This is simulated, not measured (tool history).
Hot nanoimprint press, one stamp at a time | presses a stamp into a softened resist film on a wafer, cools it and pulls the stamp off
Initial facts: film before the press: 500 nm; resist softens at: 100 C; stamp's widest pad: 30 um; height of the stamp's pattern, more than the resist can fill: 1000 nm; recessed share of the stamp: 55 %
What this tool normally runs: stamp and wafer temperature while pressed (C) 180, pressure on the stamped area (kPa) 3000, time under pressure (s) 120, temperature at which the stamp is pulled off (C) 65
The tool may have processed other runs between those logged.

run	hour	stamp and wafer temperature while pressed (C)	pressure on the stamped area (kPa)	time under pressure (s)	temperature at which the stamp is pulled off (C)	resist left under the stamp's widest pad (nm)	greatest force while the stamp is pulled off (N)
1	0.0	180	3000	120	65	229.6	180
2	9.3	180	3000	120	65	227.8	166
3	27.8	180	3000	120	65	229.0	175
4	38.8	180	3000	120	65	228.2	173
5	51.5	180	3000	120	65	228.1	165
6	73.1	180	3000	120	65	227.4	173
7	90.0	180	3000	120	65	227.7	170
# hour 101.4: plate thermocouple calibrated
8	106.7	180	3000	120	65	224.6	176
9	118.7	180	3000	120	65	226.1	173
10	138.2	180	3000	120	65	228.7	175
# hour 160.5: stamp cleaned and given a new release coat
11	166.4	180	3000	120	65	228.0	168
12	179.0	177	3000	120	51	259.5	211

Expected results for the next run?
13	189.6	189	3030	138	66	?	?

{"run 13": {"resist left under the stamp's widest pad (nm)": 144.0, "greatest force while the stamp is pulled off (N)": 163}}
On a tool with no hidden condition, and with the same random variation, this run would have come out at resist left under the stamp's widest pad (nm) 143.9, greatest force while the stamp is pulled off (N) 162.
